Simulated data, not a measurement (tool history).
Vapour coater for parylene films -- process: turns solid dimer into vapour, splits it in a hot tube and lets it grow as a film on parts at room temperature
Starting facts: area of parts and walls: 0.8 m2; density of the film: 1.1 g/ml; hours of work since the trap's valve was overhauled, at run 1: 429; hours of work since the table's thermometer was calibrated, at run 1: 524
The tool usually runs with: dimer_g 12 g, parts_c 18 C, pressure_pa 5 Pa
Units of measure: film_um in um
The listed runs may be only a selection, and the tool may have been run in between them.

| run | hour | dimer_g | parts_c | pressure_pa | hours of work since the trap's valve was overhauled | hours of work since the table's thermometer was calibrated | film_um |
|---|---|---|---|---|---|---|---|
| 1 | 0 | 12 | 18 | 5 | 429 | 524 | 7.11 |
| 2 | 23.6 | 12 | 18 | 9.58 | 447 | 542 | 6.26 |
|  | 33.9 | trap's valve overhauled |
| 3 | 65 | 12 | 18 | 9.58 | 23 | 569 | 7.12 |
| 4 | 81.4 | 12 | 18 | 9.58 | 35 | 581 | 7.05 |
| 5 | 101.9 | 12 | 18 | 5 | 50 | 596 | 7.87 |
| 6 | 124.2 | 12 | 18 | 5 | 66 | 612 | 7.77 |
| 7 | 145.8 | 12 | 18 | 8.39 | 82 | 628 | 6.98 |
| 8 | 163.2 | 12 | 18 | 8.39 | 94 | 640 | 6.99 |
| 9 | 197.6 | 7 | 19 | 5 | 119 | 665 | 4.34 |
| 10 | 228.1 | 11 | 19 | 4.49 | 142 | 688 | 6.96 |
| 11 | 267.5 | 15 | 17 | 7.45 | 170 | 716 | 9.06 |
| 12 | 299.3 | 15 | 17 | 8.22 | 193 | 740 | 8.9 |
| 13 | 333.8 | 15 | 17 | 8.22 | 219 | 765 | 8.76 |

5 ways to go on from here, each from the tool as it stands after run 13. What would each give?
| A | 372.3 | 12 | 18 | 11.45 | 247 | 793 | ? |
| B | 372.3 | 9 | 12 | 10.13 | 247 | 793 | ? |
| C | 372.3 | 13 | 17 | 8.98 | 247 | 793 | ? |
| D | 372.3 | 15 | 18 | 6.91 | 247 | 793 | ? |
| E | 372.3 | 12 | 10 | 6.91 | 247 | 793 | ? |

| run | film_um |
|---|---|
| A | 6.35 |
| B | 5.82 |
| C | 7.33 |
| D | 8.76 |
| E | 9.03 |
Without the tool's unlogged condition, the same runs would have read:
| run | film_um |
|---|---|
| A | 7.04 |
| B | 6.45 |
| C | 8.12 |
| D | 9.71 |
| E | 10.01 |

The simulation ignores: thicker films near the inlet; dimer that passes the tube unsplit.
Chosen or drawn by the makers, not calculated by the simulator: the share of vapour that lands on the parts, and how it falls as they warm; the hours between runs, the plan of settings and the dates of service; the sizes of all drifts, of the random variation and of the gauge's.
